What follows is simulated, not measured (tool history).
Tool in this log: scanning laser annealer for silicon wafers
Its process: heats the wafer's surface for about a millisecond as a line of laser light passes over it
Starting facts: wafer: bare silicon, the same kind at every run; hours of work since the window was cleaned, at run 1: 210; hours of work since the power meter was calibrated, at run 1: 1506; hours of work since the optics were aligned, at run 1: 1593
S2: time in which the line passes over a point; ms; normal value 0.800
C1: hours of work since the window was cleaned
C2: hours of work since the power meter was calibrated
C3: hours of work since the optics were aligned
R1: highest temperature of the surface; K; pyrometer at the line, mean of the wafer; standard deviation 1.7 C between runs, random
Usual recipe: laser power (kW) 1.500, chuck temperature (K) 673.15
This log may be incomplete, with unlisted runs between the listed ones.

run 1 hour=0.0 | laser_power_(kW)=1.500 S2=0.800 chuck_temperature_(K)=673.15 | C1=210 C2=1506 C3=1593 | R1=1506.15
run 2 hour=46.6 | laser_power_(kW)=1.500 S2=0.800 chuck_temperature_(K)=673.15 | C1=247 C2=1542 C3=1629 | R1=1505.15
run 3 hour=123.6 | laser_power_(kW)=1.500 S2=0.800 chuck_temperature_(K)=673.15 | C1=307 C2=1603 C3=1690 | R1=1503.15
-- hour=189.2 optics aligned, line set to its width
-- hour=197.7 window over the wafer cleaned
run 4 hour=201.0 | laser_power_(kW)=1.500 S2=0.800 chuck_temperature_(K)=673.15 | C1=3 C2=1658 C3=8 | R1=1506.15
run 5 hour=248.8 | laser_power_(kW)=1.398 S2=0.800 chuck_temperature_(K)=673.15 | C1=40 C2=1696 C3=45 | R1=1446.15
run 6 hour=286.5 | laser_power_(kW)=1.398 S2=0.800 chuck_temperature_(K)=673.15 | C1=70 C2=1725 C3=75 | R1=1444.15
run 7 hour=347.0 | laser_power_(kW)=1.500 S2=0.800 chuck_temperature_(K)=673.15 | C1=117 C2=1773 C3=122 | R1=1506.15
run 8 hour=413.1 | laser_power_(kW)=1.500 S2=0.800 chuck_temperature_(K)=673.15 | C1=169 C2=1824 C3=174 | R1=1506.15
run 9 hour=496.1 | laser_power_(kW)=1.500 S2=0.800 chuck_temperature_(K)=665.15 | C1=234 C2=1890 C3=239 | R1=1499.15
run 10 hour=559.9 | laser_power_(kW)=1.500 S2=0.732 chuck_temperature_(K)=671.15 | C1=284 C2=1940 C3=289 | R1=1466.15
run 11 hour=638.5 | laser_power_(kW)=1.401 S2=0.716 chuck_temperature_(K)=711.15 | C1=346 C2=2002 C3=351 | R1=1446.15
-- hour=659.2 window over the wafer cleaned
run 12 hour=702.5 | laser_power_(kW)=1.564 S2=0.643 chuck_temperature_(K)=673.15 | C1=34 C2=2050 C3=400 | R1=1455.15
run 13 hour=776.6 | laser_power_(kW)=1.397 S2=0.784 chuck_temperature_(K)=698.15 | C1=92 C2=2108 C3=458 | R1=1462.15
run 14 hour=823.1 | laser_power_(kW)=1.500 S2=0.800 chuck_temperature_(K)=679.15 | C1=129 C2=2145 C3=495 | R1=1513.15
run 15 hour=866.3 | laser_power_(kW)=1.375 S2=0.963 chuck_temperature_(K)=679.15 | C1=163 C2=2179 C3=528 | R1=1504.15
run 16 hour=905.5 | laser_power_(kW)=1.375 S2=0.963 chuck_temperature_(K)=679.15 | C1=193 C2=2210 C3=559 | R1=1506.15
run 17 hour=957.7 | laser_power_(kW)=1.569 S2=0.800 chuck_temperature_(K)=673.15 | C1=234 C2=2251 C3=600 | R1=1544.15
run 18 hour=1007.2 | laser_power_(kW)=1.284 S2=0.906 chuck_temperature_(K)=673.15 | C1=273 C2=2289 C3=639 | R1=1423.15

For each entry between runs, how does the tool's hidden state at the last listed run before it compare with that at the first listed run after it?
From run 3 to run 4: optics aligned, line set to its width (hour 189.2); window over the wafer cleaned (hour 197.7)
  light that passes the window, % of a clean one's: 99.93 -> 100; width of the line over the set one, %: 0.04 -> 0.01
From run 11 to run 12: window over the wafer cleaned (hour 659.2)
  light that passes the window, % of a clean one's: 99.92 -> 99.99
